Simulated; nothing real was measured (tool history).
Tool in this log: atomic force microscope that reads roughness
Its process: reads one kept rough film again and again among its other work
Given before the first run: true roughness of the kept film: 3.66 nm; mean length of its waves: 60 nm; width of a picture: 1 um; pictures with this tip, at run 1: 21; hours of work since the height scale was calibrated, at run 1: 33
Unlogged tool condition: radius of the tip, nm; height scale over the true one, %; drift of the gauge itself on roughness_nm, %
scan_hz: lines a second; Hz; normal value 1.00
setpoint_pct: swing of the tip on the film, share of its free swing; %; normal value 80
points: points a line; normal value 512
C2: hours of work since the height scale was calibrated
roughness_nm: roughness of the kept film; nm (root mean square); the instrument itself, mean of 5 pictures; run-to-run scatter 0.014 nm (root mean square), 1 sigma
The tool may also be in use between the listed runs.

run 1 day=0.000 | scan_hz=1.00 setpoint_pct=80 points=512 | pictures_with_this_tip=21 C2=33 | roughness_nm=3.311
run 2 day=0.358 | scan_hz=1.00 setpoint_pct=80 points=512 | pictures_with_this_tip=36 C2=39 | roughness_nm=3.311
run 3 day=0.575 | scan_hz=1.00 setpoint_pct=80 points=512 | pictures_with_this_tip=45 C2=42 | roughness_nm=3.310
run 4 day=0.967 | scan_hz=1.00 setpoint_pct=80 points=512 | pictures_with_this_tip=62 C2=49 | roughness_nm=3.280
run 5 day=1.300 | scan_hz=0.65 setpoint_pct=80 points=512 | pictures_with_this_tip=75 C2=54 | roughness_nm=3.331
run 6 day=1.750 | scan_hz=1.00 setpoint_pct=80 points=512 | pictures_with_this_tip=94 C2=61 | roughness_nm=3.279
run 7 day=2.179 | scan_hz=1.00 setpoint_pct=86 points=512 | pictures_with_this_tip=112 C2=68 | roughness_nm=3.174
run 8 day=2.638 | scan_hz=1.00 setpoint_pct=86 points=512 | pictures_with_this_tip=131 C2=76 | roughness_nm=3.130
run 9 day=3.012 | scan_hz=1.00 setpoint_pct=86 points=512 | pictures_with_this_tip=146 C2=82 | roughness_nm=3.147
run 10 day=3.450 | scan_hz=1.00 setpoint_pct=80 points=512 | pictures_with_this_tip=165 C2=89 | roughness_nm=3.186
run 11 day=3.888 | scan_hz=1.00 setpoint_pct=80 points=512 | pictures_with_this_tip=183 C2=96 | roughness_nm=3.140
run 12 day=4.158 | scan_hz=1.00 setpoint_pct=80 points=588 | pictures_with_this_tip=194 C2=100 | roughness_nm=3.174
run 13 day=4.546 | scan_hz=1.00 setpoint_pct=80 points=588 | pictures_with_this_tip=210 C2=106 | roughness_nm=3.118
run 14 day=4.779 | scan_hz=1.00 setpoint_pct=80 points=588 | pictures_with_this_tip=220 C2=110 | roughness_nm=3.123
run 15 day=5.142 | scan_hz=1.00 setpoint_pct=80 points=588 | pictures_with_this_tip=235 C2=116 | roughness_nm=3.095
run 16 day=5.488 | scan_hz=1.00 setpoint_pct=80 points=588 | pictures_with_this_tip=249 C2=121 | roughness_nm=3.111
run 17 day=5.854 | scan_hz=1.00 setpoint_pct=80 points=588 | pictures_with_this_tip=264 C2=127 | roughness_nm=3.107
run 18 day=6.192 | scan_hz=1.00 setpoint_pct=80 points=588 | pictures_with_this_tip=278 C2=133 | roughness_nm=3.071
-- day=6.350 new tip fitted
run 19 day=6.712 | scan_hz=1.00 setpoint_pct=80 points=588 | pictures_with_this_tip=15 C2=141 | roughness_nm=3.323
run 20 day=6.975 | scan_hz=1.00 setpoint_pct=80 points=588 | pictures_with_this_tip=26 C2=145 | roughness_nm=3.332
run 21 day=7.238 | scan_hz=1.00 setpoint_pct=80 points=588 | pictures_with_this_tip=37 C2=149 | roughness_nm=3.340
run 22 day=7.521 | scan_hz=1.00 setpoint_pct=80 points=588 | pictures_with_this_tip=48 C2=154 | roughness_nm=3.305
run 23 day=7.992 | scan_hz=1.00 setpoint_pct=80 points=588 | pictures_with_this_tip=68 C2=161 | roughness_nm=3.270
run 24 day=8.483 | scan_hz=1.00 setpoint_pct=80 points=588 | pictures_with_this_tip=88 C2=169 | roughness_nm=3.262
run 25 day=8.975 | scan_hz=1.00 setpoint_pct=59 points=657 | pictures_with_this_tip=109 C2=177 | roughness_nm=3.368
run 26 day=9.250 | scan_hz=1.27 setpoint_pct=68 points=443 | pictures_with_this_tip=120 C2=182 | roughness_nm=3.302
run 27 day=9.567 | scan_hz=0.70 setpoint_pct=68 points=389 | pictures_with_this_tip=133 C2=187 | roughness_nm=3.322
run 28 day=9.954 | scan_hz=0.73 setpoint_pct=60 points=312 | pictures_with_this_tip=149 C2=193 | roughness_nm=3.310
run 29 day=10.408 | scan_hz=1.43 setpoint_pct=77 points=297 | pictures_with_this_tip=168 C2=200 | roughness_nm=3.094
run 30 day=10.621 | scan_hz=1.43 setpoint_pct=77 points=297 | pictures_with_this_tip=177 C2=204 | roughness_nm=3.144
run 31 day=10.875 | scan_hz=1.76 setpoint_pct=63 points=297 | pictures_with_this_tip=188 C2=208 | roughness_nm=3.210
run 32 day=11.325 | scan_hz=1.13 setpoint_pct=61 points=950 | pictures_with_this_tip=206 C2=215 | roughness_nm=3.255
run 33 day=11.758 | scan_hz=1.00 setpoint_pct=67 points=265 | pictures_with_this_tip=224 C2=222 | roughness_nm=3.211
run 34 day=12.192 | scan_hz=1.00 setpoint_pct=67 points=265 | pictures_with_this_tip=242 C2=229 | roughness_nm=3.171
run 35 day=12.529 | scan_hz=1.00 setpoint_pct=67 points=423 | pictures_with_this_tip=256 C2=234 | roughness_nm=3.202

What does the tool deliver on the next run?
run 36 day=12.775 | scan_hz=2.00 setpoint_pct=65 points=416 | pictures_with_this_tip=266 C2=238 | roughness_nm=?

Run 36 measured roughness_nm 3.131 nm (root mean square).
The same run, on a tool lacking any hidden state, would have yielded roughness_nm 3.386 nm (root mean square).
